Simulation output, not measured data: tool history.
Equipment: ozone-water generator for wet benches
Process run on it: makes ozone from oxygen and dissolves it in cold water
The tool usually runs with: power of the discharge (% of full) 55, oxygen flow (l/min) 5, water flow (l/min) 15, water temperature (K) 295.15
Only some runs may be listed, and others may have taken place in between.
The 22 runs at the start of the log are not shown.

run    hour  power of the discharge (% of full)  oxygen flow (l/min)  water flow (l/min)  water temperature (K)  hours of work since the electrodes were changed  hours of work since the contactor was cleaned  hours of work since the thermometer was calibrated  dissolved ozone (ppm)  ozone in the gas ahead of the water (g/m3)
 23  1228.2                                  46                    5                  13                 295.15                                             1097                                            194                                                1556                   20.6                                         153
 24  1280.6                                  55                    5                  16                 295.15                                             1129                                            227                                                1589                   20.2                                       169.6
 25  1351.2                                  55                    5                  16                 295.15                                             1172                                            270                                                1632                   20.1                                       170.7
 26  1393.3                                  55                 3.91                  15                 295.15                                             1198                                            296                                                1658                     21                                       190.6
 27  1454.5                                  64                 5.87                  11                 295.15                                             1236                                            333                                                1695                   27.3                                       173.8
 28  1507.5                                  89                 7.63                  15                 291.15                                             1268                                            366                                                1728                   29.6                                       187.7
 29  1557.9                                  89                 7.63                  15                 291.15                                             1299                                            397                                                1759                   29.7                                       189.1
 30  1608.8                                  55                 5.05                  15                 290.15                                             1330                                            428                                                1790                   23.1                                         170
 31  1655.6                                  55                 5.05                  15                 290.15                                             1359                                            457                                                1819                   22.6                                       169.2
 32  1700.8                                  64                 5.05                  15                 290.15                                             1387                                            484                                                1846                   25.1                                       186.4

Consider 5 possible next runs. They are alternatives, not a sequence: every one starts from the tool as it was left by run 32. What does each give?
  A  1769.6                                  99                 4.03                  17                 295.15                                             1429                                            527                                                1889                      ?                                           ?
  B  1769.6                                  62                 3.82                  15                 295.15                                             1429                                            527                                                1889                      ?                                           ?
  C  1769.6                                  55                    5                  22                 295.15                                             1429                                            527                                                1889                      ?                                           ?
  D  1769.6                                  55                    5                  19                 295.15                                             1429                                            527                                                1889                      ?                                           ?
  E  1769.6                                  88                 6.94                  17                 295.15                                             1429                                            527                                                1889                      ?                                           ?

run  dissolved ozone (ppm)  ozone in the gas ahead of the water (g/m3)
  A                   27.2                                       267.6
  B                   22.7                                         207
  C                   16.1                                       169.2
  D                     18                                       170.2
  E                   25.7                                         194
The same runs, with their run-to-run variation unchanged, on a tool lacking any hidden condition would have given:
run  dissolved ozone (ppm)  ozone in the gas ahead of the water (g/m3)
  A                   28.5                                       278.2
  B                   23.5                                       213.2
  C                   16.7                                       173.9
  D                   18.6                                       174.8
  E                   26.9                                       201.2
